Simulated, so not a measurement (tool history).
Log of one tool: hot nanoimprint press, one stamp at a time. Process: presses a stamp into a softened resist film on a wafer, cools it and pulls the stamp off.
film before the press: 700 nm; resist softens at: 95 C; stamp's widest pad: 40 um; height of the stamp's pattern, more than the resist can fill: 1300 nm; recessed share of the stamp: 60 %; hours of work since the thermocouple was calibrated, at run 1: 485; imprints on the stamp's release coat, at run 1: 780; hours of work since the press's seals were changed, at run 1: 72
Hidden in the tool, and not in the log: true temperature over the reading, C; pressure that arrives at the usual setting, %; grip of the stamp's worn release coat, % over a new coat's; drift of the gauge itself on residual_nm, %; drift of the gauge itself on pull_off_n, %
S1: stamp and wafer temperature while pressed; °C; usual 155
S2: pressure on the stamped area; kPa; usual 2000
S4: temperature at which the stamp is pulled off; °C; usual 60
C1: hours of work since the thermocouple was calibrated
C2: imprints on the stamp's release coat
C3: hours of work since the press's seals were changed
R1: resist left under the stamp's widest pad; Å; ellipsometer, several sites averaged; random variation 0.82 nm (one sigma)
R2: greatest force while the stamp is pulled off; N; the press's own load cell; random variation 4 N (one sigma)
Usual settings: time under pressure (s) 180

{"run": 1, "hour": 0.0, "S1": 155, "S2": 2000, "time under pressure (s)": 180, "S4": 60, "C1": 485, "C2": 780, "C3": 72, "R1": 2321, "R2": 246}
{"run": 2, "hour": 15.5, "S1": 155, "S2": 2000, "time under pressure (s)": 180, "S4": 60, "C1": 496, "C2": 839, "C3": 82, "R1": 2339, "R2": 252}
{"run": 3, "hour": 36.0, "S1": 155, "S2": 2000, "time under pressure (s)": 277, "S4": 60, "C1": 510, "C2": 916, "C3": 96, "R1": 1950, "R2": 252}
{"run": 4, "hour": 55.5, "S1": 155, "S2": 2000, "time under pressure (s)": 277, "S4": 60, "C1": 523, "C2": 990, "C3": 110, "R1": 1962, "R2": 268}
{"hour": 90.4, "done": "plate thermocouple calibrated"}
{"run": 5, "hour": 91.0, "S1": 155, "S2": 2000, "time under pressure (s)": 277, "S4": 60, "C1": 0, "C2": 1113, "C3": 132, "R1": 1921, "R2": 264}
{"run": 6, "hour": 122.1, "S1": 155, "S2": 2000, "time under pressure (s)": 277, "S4": 60, "C1": 22, "C2": 1231, "C3": 153, "R1": 1911, "R2": 279}
{"run": 7, "hour": 159.4, "S1": 155, "S2": 2000, "time under pressure (s)": 121, "S4": 60, "C1": 47, "C2": 1372, "C3": 178, "R1": 2643, "R2": 296}
{"run": 8, "hour": 195.4, "S1": 155, "S2": 2000, "time under pressure (s)": 121, "S4": 60, "C1": 71, "C2": 1508, "C3": 203, "R1": 2652, "R2": 306}
{"hour": 220.7, "done": "stamp cleaned and given a new release coat"}
{"hour": 227.1, "done": "plate thermocouple calibrated, once more"}
{"run": 9, "hour": 230.9, "S1": 155, "S2": 2000, "time under pressure (s)": 121, "S4": 60, "C1": 3, "C2": 27, "C3": 221, "R1": 2892, "R2": 199}
{"run": 10, "hour": 247.0, "S1": 155, "S2": 2000, "time under pressure (s)": 180, "S4": 47, "C1": 13, "C2": 88, "C3": 232, "R1": 2477, "R2": 273}
{"run": 11, "hour": 283.1, "S1": 155, "S2": 2000, "time under pressure (s)": 160, "S4": 47, "C1": 38, "C2": 225, "C3": 256, "R1": 2573, "R2": 282}
{"run": 12, "hour": 313.9, "S1": 158, "S2": 2000, "time under pressure (s)": 180, "S4": 60, "C1": 59, "C2": 342, "C3": 277, "R1": 2062, "R2": 215}
{"run": 13, "hour": 346.7, "S1": 146, "S2": 2720, "time under pressure (s)": 180, "S4": 60, "C1": 81, "C2": 466, "C3": 299, "R1": 3639, "R2": 229}
{"run": 14, "hour": 375.3, "S1": 146, "S2": 2720, "time under pressure (s)": 180, "S4": 60, "C1": 101, "C2": 574, "C3": 319, "R1": 3617, "R2": 238}
{"run": 15, "hour": 405.9, "S1": 166, "S2": 2800, "time under pressure (s)": 119, "S4": 47, "C1": 121, "C2": 690, "C3": 339, "R1": 1272, "R2": 324}
{"run": 16, "hour": 435.7, "S1": 166, "S2": 2800, "time under pressure (s)": 119, "S4": 47, "C1": 142, "C2": 803, "C3": 360, "R1": 1285, "R2": 341}

Measured less the same run without the tool's hidden state. The same run-to-run variation is in both; the gauge's scatter may not be:
run=1 R1=-141 R2=+50
run=2 R1=-145 R2=+55
run=3 R1=-128 R2=+59
run=4 R1=-132 R2=+66
run=5 R1=-168 R2=+70
run=6 R1=-173 R2=+81
run=7 R1=-231 R2=+94
run=8 R1=-240 R2=+104
run=9 R1=+3 R2=+1
run=10 R1=+0 R2=+8
run=11 R1=-8 R2=+20
run=12 R1=-11 R2=+22
run=13 R1=-24 R2=+31
run=14 R1=-32 R2=+39
run=15 R1=-8 R2=+63
run=16 R1=-10 R2=+75
